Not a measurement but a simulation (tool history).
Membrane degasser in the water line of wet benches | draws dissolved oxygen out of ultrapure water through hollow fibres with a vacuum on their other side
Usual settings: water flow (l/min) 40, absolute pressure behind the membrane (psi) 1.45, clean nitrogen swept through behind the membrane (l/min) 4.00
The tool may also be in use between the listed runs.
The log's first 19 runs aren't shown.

run,hour,water flow (l/min),absolute pressure behind the membrane (psi),clean nitrogen swept through behind the membrane (l/min),hours since the membrane was changed,hours since the vacuum gauge was calibrated,hours since the vacuum lines were made tight,dissolved oxygen in the water behind the degasser (ppb),pressure that the water loses in the fibres (psi)
20,1532.7,62,3.07,10.09,1878,3003,9914,483.4,10.164
21,1598.1,51,1.68,8.40,1944,3068,9980,257.3,8.337
22,1670.9,64,1.84,4.00,2017,3141,10052,555.0,10.530
23,1789.2,64,1.84,4.00,2135,3259,10171,561.1,10.470
24,1847.6,46,2.67,4.00,2193,3318,10229,482.1,7.577
25,1947.6,46,2.67,4.00,2293,3418,10329,484.4,7.596
26,2058.2,46,2.67,4.00,2404,3529,10440,479.7,7.577
27,2175.2,57,2.25,4.00,2521,3645,10557,552.6,9.380
28,2238.9,39,1.83,8.73,2585,3709,10620,159.7,6.401
29,2352.6,62,1.39,1.63,2698,3823,10734,669.0,10.160
30,2450.4,39,2.89,4.00,2796,3921,10832,427.6,6.386
# hour 2466.5: vacuum gauge calibrated
31,2506.2,39,2.89,4.00,2851,40,10887,424.1,6.421
32,2558.1,63,1.04,5.29,2903,92,10939,338.5,10.332

Forecast each of these 4 alternatives for the next run:
A,2626.7,42,1.23,7.35,2972,160,11008,?,?
B,2626.7,44,1.64,5.46,2972,160,11008,?,?
C,2626.7,47,1.04,5.29,2972,160,11008,?,?
D,2626.7,40,1.19,4.00,2972,160,11008,?,?

run,dissolved oxygen in the water behind the degasser (ppb),pressure that the water loses in the fibres (psi)
A,150.1,6.846
B,238.5,7.200
C,191.9,7.768
D,182.9,6.557
Without the tool's hidden state the same runs would have given:
run,dissolved oxygen in the water behind the degasser (ppb),pressure that the water loses in the fibres (psi)
A,150.0,6.846
B,238.5,7.198
C,191.8,7.767
D,182.8,6.556
